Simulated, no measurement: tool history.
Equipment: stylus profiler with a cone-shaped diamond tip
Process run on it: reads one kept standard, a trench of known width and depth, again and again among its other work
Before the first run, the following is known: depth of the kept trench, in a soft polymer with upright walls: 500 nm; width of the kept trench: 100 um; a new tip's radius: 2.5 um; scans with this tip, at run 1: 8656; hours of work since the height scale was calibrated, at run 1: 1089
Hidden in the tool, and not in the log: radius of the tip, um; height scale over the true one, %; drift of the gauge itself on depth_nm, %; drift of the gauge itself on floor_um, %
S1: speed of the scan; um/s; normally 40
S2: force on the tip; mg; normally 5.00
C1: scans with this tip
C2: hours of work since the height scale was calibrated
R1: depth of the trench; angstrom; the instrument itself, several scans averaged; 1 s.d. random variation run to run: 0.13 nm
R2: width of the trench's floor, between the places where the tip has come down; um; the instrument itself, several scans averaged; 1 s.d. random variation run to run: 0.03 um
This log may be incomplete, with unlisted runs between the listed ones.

Run 1, hour 0.0: usual settings; C1 8656; C2 1089. Result: R1 5112.6 angstrom, R2 96.89 um.
Run 2, hour 54.6: usual settings but S2 3.41 mg; C1 8961; C2 1127. Result: R1 5085.0 angstrom, R2 96.86 um.
Run 3, hour 89.3: usual settings; C1 9155; C2 1151. Result: R1 5109.6 angstrom, R2 96.92 um.
Run 4, hour 121.5: usual settings; C1 9335; C2 1174. Result: R1 5112.0 angstrom, R2 96.88 um.
Run 5, hour 177.7: usual settings; C1 9649; C2 1213. Result: R1 5113.9 angstrom, R2 96.89 um.
Run 6, hour 206.8: usual settings; C1 9811; C2 1234. Result: R1 5108.8 angstrom, R2 96.87 um.
Run 7, hour 265.5: usual settings; C1 10139; C2 1275. Result: R1 5107.9 angstrom, R2 96.79 um.
Run 8, hour 321.6: usual settings but S1 20 um/s; C1 10452; C2 1315. Result: R1 5109.9 angstrom, R2 96.94 um.
Run 9, hour 381.9: usual settings but S1 20 um/s; C1 10789; C2 1357. Result: R1 5110.3 angstrom, R2 96.89 um.
Run 10, hour 427.7: usual settings; C1 11045; C2 1389. Result: R1 5112.4 angstrom, R2 96.83 um.
At hour 445.9: height scale calibrated on a step standard.
Run 11, hour 476.3: usual settings; C1 11313; C2 21. Result: R1 5112.3 angstrom, R2 96.80 um.
Run 12, hour 509.6: usual settings; C1 11500; C2 45. Result: R1 5112.3 angstrom, R2 96.88 um.
Run 13, hour 561.0: usual settings but S1 35 um/s, S2 13.00 mg; C1 11786; C2 81. Result: R1 5209.0 angstrom, R2 96.93 um.
Run 14, hour 613.0: usual settings but S1 35 um/s, S2 13.00 mg; C1 12077; C2 117. Result: R1 5207.8 angstrom, R2 96.91 um.
Run 15, hour 672.8: usual settings but S1 159 um/s, S2 2.20 mg; C1 12411; C2 159. Result: R1 5062.0 angstrom, R2 96.13 um.
Run 16, hour 734.7: usual settings but S1 24 um/s, S2 3.96 mg; C1 12756; C2 203. Result: R1 5092.2 angstrom, R2 96.94 um.
Run 17, hour 779.3: usual settings but S1 24 um/s, S2 1.70 mg; C1 13005; C2 234. Result: R1 5052.0 angstrom, R2 96.84 um.
Run 18, hour 811.9: usual settings but S1 12 um/s, S2 5.05 mg; C1 13187; C2 257. Result: R1 5110.0 angstrom, R2 96.92 um.
Run 19, hour 855.4: usual settings but S1 12 um/s, S2 3.97 mg; C1 13430; C2 288. Result: R1 5093.9 angstrom, R2 96.88 um.
Run 20, hour 913.6: usual settings but S1 22 um/s, S2 5.25 mg; C1 13756; C2 328. Result: R1 5113.6 angstrom, R2 96.86 um.
Run 21, hour 947.1: usual settings but S1 23 um/s, S2 3.56 mg; C1 13942; C2 352. Result: R1 5087.7 angstrom, R2 96.88 um.
Run 22, hour 1008.5: usual settings but S1 13 um/s, S2 5.91 mg; C1 14285; C2 395. Result: R1 5120.5 angstrom, R2 96.98 um.
Run 23, hour 1053.9: usual settings but S1 73 um/s, S2 3.45 mg; C1 14539; C2 427. Result: R1 5085.5 angstrom, R2 96.66 um.
Run 24, hour 1090.2: usual settings but S1 73 um/s, S2 3.45 mg; C1 14742; C2 452. Result: R1 5086.5 angstrom, R2 96.70 um.

Forecast each of these 3 alternatives for the next run:
Run A, hour 1129.8: usual settings but S2 3.56 mg; C1 14963; C2 480. Result: R1 ?, R2 ?.
Run B, hour 1129.8: usual settings but S2 1.82 mg; C1 14963; C2 480. Result: R1 ?, R2 ?.
Run C, hour 1129.8: usual settings but S1 71 um/s; C1 14963; C2 480. Result: R1 ?, R2 ?.

run      R1     R2
  A  5083.4  96.88
  B  5056.4  96.73
  C  5111.2  96.76
Had the tool no hidden state, the same runs would have come out as:
run      R1     R2
  A  5083.3  96.89
  B  5056.4  96.74
  C  5111.2  96.76
